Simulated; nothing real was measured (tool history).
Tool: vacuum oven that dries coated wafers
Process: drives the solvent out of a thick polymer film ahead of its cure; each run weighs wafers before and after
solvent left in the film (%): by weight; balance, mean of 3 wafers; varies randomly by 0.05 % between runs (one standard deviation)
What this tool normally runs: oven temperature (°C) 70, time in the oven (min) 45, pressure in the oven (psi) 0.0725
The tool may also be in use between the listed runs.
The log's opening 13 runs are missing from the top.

| run | day | oven temperature (°C) | time in the oven (min) | pressure in the oven (psi) | hours of work since the thermocouples were calibrated | hours of work since the vacuum gauge was cleaned of residue | solvent left in the film (%) |
|---|---|---|---|---|---|---|---|
| 14 | 5.521 | 70 | 60 | 0.0725 | 919 | 194 | 1.10 |
| 15 | 5.812 | 70 | 60 | 0.0725 | 924 | 198 | 1.05 |
| 16 | 6.267 | 70 | 60 | 0.0725 | 931 | 205 | 1.03 |
| 17 | 6.904 | 77 | 24 | 0.2495 | 940 | 215 | 3.35 |
| 18 | 7.471 | 77 | 24 | 0.2495 | 949 | 223 | 3.34 |
| 19 | 7.788 | 73 | 23 | 0.0725 | 953 | 228 | 4.72 |
| 20 | 8.133 | 73 | 23 | 0.0725 | 958 | 233 | 4.73 |
| 21 | 8.712 | 61 | 77 | 0.2104 | 967 | 242 | 2.78 |
| 22 | 9.350 | 61 | 77 | 0.2104 | 977 | 251 | 2.88 |
| 23 | 9.675 | 61 | 77 | 0.2104 | 981 | 256 | 2.87 |
| 24 | 10.017 | 55 | 77 | 0.0513 | 987 | 261 | 4.32 |
| 25 | 10.400 | 55 | 77 | 0.0513 | 992 | 267 | 4.39 |
| 26 | 10.979 | 61 | 50 | 0.1334 | 1001 | 275 | 4.79 |
| 27 | 11.421 | 70 | 24 | 0.0519 | 1008 | 282 | 5.63 |
| 28 | 11.875 | 72 | 45 | 0.1410 | 1014 | 289 | 1.81 |
| 29 | 12.554 | 58 | 24 | 0.1832 | 1024 | 299 | 11.09 |
| 30 | 13.054 | 67 | 45 | 0.0583 | 1032 | 306 | 2.84 |
| 31 | 13.567 | 67 | 45 | 0.0583 | 1040 | 314 | 2.94 |

Forecast each of these 5 alternatives for the next run:
| A | 14.150 | 77 | 71 | 0.1060 | 1048 | 323 | ? |
| B | 14.150 | 59 | 45 | 0.0583 | 1048 | 323 | ? |
| C | 14.150 | 70 | 41 | 0.0725 | 1048 | 323 | ? |
| D | 14.150 | 81 | 45 | 0.0583 | 1048 | 323 | ? |
| E | 14.150 | 83 | 45 | 0.0725 | 1048 | 323 | ? |

| run | solvent left in the film (%) |
|---|---|
| A | 0.40 |
| B | 6.17 |
| C | 2.50 |
| D | 0.43 |
| E | 0.29 |
What these runs would have given with no unlogged condition in the tool:
| run | solvent left in the film (%) |
|---|---|
| A | 0.33 |
| B | 5.46 |
| C | 2.06 |
| D | 0.33 |
| E | 0.21 |
